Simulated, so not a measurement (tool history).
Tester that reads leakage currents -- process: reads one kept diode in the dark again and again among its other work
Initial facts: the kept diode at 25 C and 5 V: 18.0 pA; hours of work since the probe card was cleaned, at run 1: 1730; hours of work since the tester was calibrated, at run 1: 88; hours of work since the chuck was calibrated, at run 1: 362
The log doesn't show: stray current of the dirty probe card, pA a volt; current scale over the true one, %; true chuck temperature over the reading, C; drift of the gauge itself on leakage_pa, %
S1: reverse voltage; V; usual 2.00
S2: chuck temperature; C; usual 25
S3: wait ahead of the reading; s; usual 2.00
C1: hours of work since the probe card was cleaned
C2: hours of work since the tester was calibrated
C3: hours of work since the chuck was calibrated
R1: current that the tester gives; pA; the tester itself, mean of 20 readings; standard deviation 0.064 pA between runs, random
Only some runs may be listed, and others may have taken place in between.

{"run": 1, "hour": 0.0, "S1": 2.0, "S2": 25, "S3": 2.0, "C1": 1730, "C2": 88, "C3": 362, "R1": 17.49}
{"run": 2, "hour": 21.1, "S1": 2.0, "S2": 25, "S3": 2.0, "C1": 1740, "C2": 98, "C3": 372, "R1": 17.57}
{"run": 3, "hour": 54.4, "S1": 2.0, "S2": 25, "S3": 2.0, "C1": 1756, "C2": 114, "C3": 387, "R1": 17.63}
{"run": 4, "hour": 82.0, "S1": 18.21, "S2": 25, "S3": 2.0, "C1": 1768, "C2": 126, "C3": 400, "R1": 75.02}
{"run": 5, "hour": 108.1, "S1": 18.21, "S2": 25, "S3": 2.0, "C1": 1780, "C2": 138, "C3": 412, "R1": 75.64}
{"run": 6, "hour": 124.3, "S1": 2.0, "S2": 25, "S3": 2.01, "C1": 1788, "C2": 146, "C3": 420, "R1": 17.61}
{"run": 7, "hour": 152.4, "S1": 2.0, "S2": 25, "S3": 2.01, "C1": 1801, "C2": 159, "C3": 433, "R1": 17.53}
{"run": 8, "hour": 169.9, "S1": 2.0, "S2": 25, "S3": 2.01, "C1": 1809, "C2": 167, "C3": 441, "R1": 17.81}
{"run": 9, "hour": 187.8, "S1": 2.0, "S2": 25, "S3": 0.8, "C1": 1817, "C2": 175, "C3": 449, "R1": 18.2}
{"run": 10, "hour": 214.6, "S1": 2.0, "S2": 25, "S3": 2.0, "C1": 1830, "C2": 188, "C3": 462, "R1": 17.71}
{"run": 11, "hour": 233.1, "S1": 2.0, "S2": 25, "S3": 2.0, "C1": 1838, "C2": 196, "C3": 470, "R1": 17.74}
{"run": 12, "hour": 267.3, "S1": 2.0, "S2": 25, "S3": 2.0, "C1": 1854, "C2": 212, "C3": 486, "R1": 17.78}
{"run": 13, "hour": 294.9, "S1": 2.0, "S2": 25, "S3": 5.66, "C1": 1867, "C2": 225, "C3": 499, "R1": 17.63}
{"run": 14, "hour": 309.6, "S1": 2.0, "S2": 25, "S3": 2.0, "C1": 1874, "C2": 232, "C3": 506, "R1": 17.8}
{"run": 15, "hour": 342.0, "S1": 2.0, "S2": 25, "S3": 2.0, "C1": 1889, "C2": 247, "C3": 521, "R1": 17.7}
{"hour": 346.7, "done": "tester calibrated"}
{"run": 16, "hour": 364.9, "S1": 2.0, "S2": 25, "S3": 2.0, "C1": 1899, "C2": 8, "C3": 530, "R1": 17.81}
{"run": 17, "hour": 382.3, "S1": 12.02, "S2": 25, "S3": 2.0, "C1": 1907, "C2": 17, "C3": 538, "R1": 57.37}
{"run": 18, "hour": 406.7, "S1": 5.6, "S2": 23, "S3": 2.0, "C1": 1918, "C2": 28, "C3": 550, "R1": 30.9}
{"hour": 418.9, "done": "tester calibrated, once more"}
{"run": 19, "hour": 436.4, "S1": 8.5, "S2": 45, "S3": 0.37, "C1": 1931, "C2": 8, "C3": 563, "R1": 119.39}
{"run": 20, "hour": 456.5, "S1": 8.5, "S2": 45, "S3": 0.37, "C1": 1940, "C2": 17, "C3": 572, "R1": 118.62}
{"run": 21, "hour": 472.9, "S1": 2.0, "S2": 33, "S3": 0.5, "C1": 1948, "C2": 25, "C3": 580, "R1": 29.1}
{"run": 22, "hour": 506.6, "S1": 5.82, "S2": 25, "S3": 4.0, "C1": 1963, "C2": 41, "C3": 595, "R1": 34.23}
{"run": 23, "hour": 531.5, "S1": 4.25, "S2": 40, "S3": 0.36, "C1": 1975, "C2": 52, "C3": 607, "R1": 63.8}
{"run": 24, "hour": 562.7, "S1": 14.23, "S2": 25, "S3": 1.77, "C1": 1989, "C2": 67, "C3": 621, "R1": 66.97}
{"run": 25, "hour": 585.1, "S1": 2.0, "S2": 29, "S3": 1.3, "C1": 2000, "C2": 77, "C3": 632, "R1": 22.66}
{"run": 26, "hour": 608.6, "S1": 3.21, "S2": 39, "S3": 1.4, "C1": 2011, "C2": 88, "C3": 642, "R1": 50.75}
{"run": 27, "hour": 642.1, "S1": 2.0, "S2": 36, "S3": 0.37, "C1": 2026, "C2": 103, "C3": 658, "R1": 35.04}
{"run": 28, "hour": 661.9, "S1": 2.0, "S2": 36, "S3": 0.57, "C1": 2035, "C2": 113, "C3": 667, "R1": 34.54}
{"run": 29, "hour": 688.9, "S1": 5.06, "S2": 55, "S3": 0.85, "C1": 2048, "C2": 125, "C3": 680, "R1": 158.43}
{"run": 30, "hour": 716.4, "S1": 5.06, "S2": 50, "S3": 0.85, "C1": 2061, "C2": 138, "C3": 692, "R1": 118.27}
{"run": 31, "hour": 735.2, "S1": 1.2, "S2": 29, "S3": 0.85, "C1": 2069, "C2": 147, "C3": 701, "R1": 17.63}
{"hour": 768.4, "done": "probe card cleaned and baked"}
{"run": 32, "hour": 770.0, "S1": 1.03, "S2": 33, "S3": 0.85, "C1": 1, "C2": 161, "C3": 716, "R1": 17.87}
{"run": 33, "hour": 800.6, "S1": 17.98, "S2": 32, "S3": 1.35, "C1": 15, "C2": 176, "C3": 730, "R1": 50.63}

A few steps of R1 between consecutive runs. Split each: what settings, incoming material and random variation would produce without the hidden state, and what is left over for the hidden state, along with gauge scatter present in only one of the two compared results (measured, and without hidden state):
Run 3 -> 4: S1 2.00 -> 18.21. R1 +57.39 pA: hidden state +38.80, all else +18.59.
Run 5 -> 6: S1 18.21 -> 2.00, S3 2.00 -> 2.01. R1 -58.03 pA: hidden state -39.21, all else -18.82.
Run 20 -> 21: S1 8.50 -> 2.00, S2 45 -> 33, S3 0.37 -> 0.50. R1 -89.52 pA: hidden state -14.56, all else -74.96.
Run 24 -> 25: S1 14.23 -> 2.00, S2 25 -> 29, S3 1.77 -> 1.30. R1 -44.31 pA: hidden state -33.14, all else -11.17.
Run 28 -> 29: S1 2.00 -> 5.06, S2 36 -> 55, S3 0.57 -> 0.85. R1 +123.89 pA: hidden state +3.36, all else +120.53.
Run 30 -> 31: S1 5.06 -> 1.20, S2 50 -> 29. R1 -100.64 pA: hidden state -6.55, all else -94.09.
